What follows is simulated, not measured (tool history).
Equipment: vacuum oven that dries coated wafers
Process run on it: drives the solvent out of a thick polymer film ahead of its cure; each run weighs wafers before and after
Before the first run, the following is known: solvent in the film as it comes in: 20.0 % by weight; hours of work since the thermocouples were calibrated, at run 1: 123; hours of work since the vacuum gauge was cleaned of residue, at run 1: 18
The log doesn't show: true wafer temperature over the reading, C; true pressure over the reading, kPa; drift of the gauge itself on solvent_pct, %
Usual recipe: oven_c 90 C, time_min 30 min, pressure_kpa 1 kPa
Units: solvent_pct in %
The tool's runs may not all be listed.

run   hour  oven_c  time_min  pressure_kpa  hours of work since the thermocouples were calibrated  hours of work since the vacuum gauge was cleaned of residue  solvent_pct
  1      0      90        30             1                                                    123                                                           18         4.15
  2   27.7      90        30             1                                                    135                                                           30         4.07
  3   42.7      90        30             1                                                    142                                                           36         4.12
  4   68.7      90        30             1                                                    153                                                           47         4.09
  5   98.9      90        30             1                                                    165                                                           60         4.18
  6  132.8      90        30             1                                                    180                                                           74         4.07
  7  164.6      90        30             1                                                    193                                                           88         4.18
  8  196.5      90        42             1                                                    207                                                          102         2.39
  9    224      90        42             1                                                    219                                                          113         2.48
 10  259.3      90        42             1                                                    234                                                          128         2.53
 11  284.5      95        18          1.11                                                    244                                                          139         4.98
 12  312.7      88        30             1                                                    256                                                          151         5.03

Predict the results of run 13:
 13  340.3      88        47          0.91                                                    268                                                          163            ?

solvent_pct: 2.58 %
On a tool with no hidden condition, and with the same random variation, this run would have come out at solvent_pct 2.57 %.
